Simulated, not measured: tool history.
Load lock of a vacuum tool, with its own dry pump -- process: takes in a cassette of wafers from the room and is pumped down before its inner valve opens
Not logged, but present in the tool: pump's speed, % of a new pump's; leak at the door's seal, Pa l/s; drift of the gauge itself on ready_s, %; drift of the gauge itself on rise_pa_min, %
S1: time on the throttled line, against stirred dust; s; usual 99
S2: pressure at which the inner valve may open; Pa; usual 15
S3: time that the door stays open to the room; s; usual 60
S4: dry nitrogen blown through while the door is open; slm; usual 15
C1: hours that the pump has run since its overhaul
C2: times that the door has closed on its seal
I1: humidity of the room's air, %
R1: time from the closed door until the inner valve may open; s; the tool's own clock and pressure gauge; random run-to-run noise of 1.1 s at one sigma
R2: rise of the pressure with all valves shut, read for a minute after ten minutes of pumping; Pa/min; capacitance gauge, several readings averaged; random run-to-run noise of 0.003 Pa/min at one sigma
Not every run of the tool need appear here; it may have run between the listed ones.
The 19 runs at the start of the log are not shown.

run 20 hour=8727.7 | S1=99 S2=15 S3=60 S4=15 | C1=2172 C2=5091 | I1=43.3 | R1=174.7 R2=0.084
run 21 hour=9069.9 | S1=99 S2=15 S3=60 S4=15 | C1=2515 C2=6662 | I1=42.3 | R1=175.5 R2=0.097
run 22 hour=9454.7 | S1=124 S2=15 S3=31 S4=15 | C1=2899 C2=8429 | I1=42.6 | R1=195.7 R2=0.107
run 23 hour=9765.9 | S1=136 S2=15 S3=31 S4=15 | C1=3211 C2=9858 | I1=45.3 | R1=204.9 R2=0.131
run 24 hour=10206.2 | S1=136 S2=15 S3=31 S4=15 | C1=3651 C2=11879 | I1=48.8 | R1=205.7 R2=0.155
run 25 hour=10705.9 | S1=99 S2=13 S3=139 S4=8 | C1=4151 C2=14173 | I1=45.4 | R1=178.9 R2=0.217
run 26 hour=11089.9 | S1=83 S2=12 S3=139 S4=15 | C1=4535 C2=15936 | I1=44.0 | R1=167.5 R2=0.236
run 27 hour=11346.1 | S1=75 S2=21 S3=38 S4=9 | C1=4791 C2=17112 | I1=41.1 | R1=155.4 R2=0.237
run 28 hour=11776.2 | S1=75 S2=21 S3=38 S4=9 | C1=5221 C2=19087 | I1=45.0 | R1=156.8 R2=0.275
run 29 hour=12112.7 | S1=157 S2=21 S3=79 S4=19 | C1=5557 C2=20632 | I1=46.6 | R1=226.0 R2=0.314
run 30 hour=12652.5 | S1=157 S2=21 S3=79 S4=19 | C1=6097 C2=23110 | I1=48.1 | R1=224.3 R2=0.371
run 31 hour=13021.9 | S1=99 S2=15 S3=143 S4=6 | C1=6467 C2=24806 | I1=46.4 | R1=182.7 R2=0.447
run 32 hour=13464.3 | S1=99 S2=15 S3=143 S4=6 | C1=6909 C2=26837 | I1=43.9 | R1=182.2 R2=0.478
run 33 hour=13818.7 | S1=64 S2=28 S3=62 S4=9 | C1=7263 C2=28464 | I1=41.5 | R1=148.7 R2=0.493
run 34 hour=14416.5 | S1=99 S2=28 S3=60 S4=15 | C1=7861 C2=31209 | I1=44.5 | R1=179.2 R2=0.577
run 35 hour=14751.8 | S1=99 S2=26 S3=114 S4=15 | C1=8197 C2=32748 | I1=46.4 | R1=178.9 R2=0.637
-- hour=14903.1 door's seal changed, seat wiped
run 36 hour=15276.4 | S1=56 S2=13 S3=112 S4=15 | C1=8720 C2=1714 | I1=44.5 | R1=156.2 R2=0.062
run 37 hour=15683.2 | S1=105 S2=20 S3=90 S4=13 | C1=9126 C2=3581 | I1=44.6 | R1=188.4 R2=0.085

Below are 4 alternative next runs, each starting from the tool's condition after run 37. Predict each:
run A hour=16179.6 | S1=70 S2=17 S3=60 S4=41 | C1=9623 C2=5860 | I1=43.9 | R1=? R2=?
run B hour=16179.6 | S1=105 S2=14 S3=90 S4=29 | C1=9623 C2=5860 | I1=44.0 | R1=? R2=?
run C hour=16179.6 | S1=167 S2=20 S3=36 S4=13 | C1=9623 C2=5860 | I1=46.1 | R1=? R2=?
run D hour=16179.6 | S1=111 S2=15 S3=69 S4=6 | C1=9623 C2=5860 | I1=46.2 | R1=? R2=?

run=A R1=163.8 R2=0.073
run=B R1=194.5 R2=0.088
run=C R1=238.8 R2=0.089
run=D R1=199.1 R2=0.108
With the hidden condition removed and each run's random variation left untouched, the same runs would have given:
run=A R1=146.8 R2=0.030
run=B R1=178.2 R2=0.045
run=C R1=225.5 R2=0.045
run=D R1=183.0 R2=0.064

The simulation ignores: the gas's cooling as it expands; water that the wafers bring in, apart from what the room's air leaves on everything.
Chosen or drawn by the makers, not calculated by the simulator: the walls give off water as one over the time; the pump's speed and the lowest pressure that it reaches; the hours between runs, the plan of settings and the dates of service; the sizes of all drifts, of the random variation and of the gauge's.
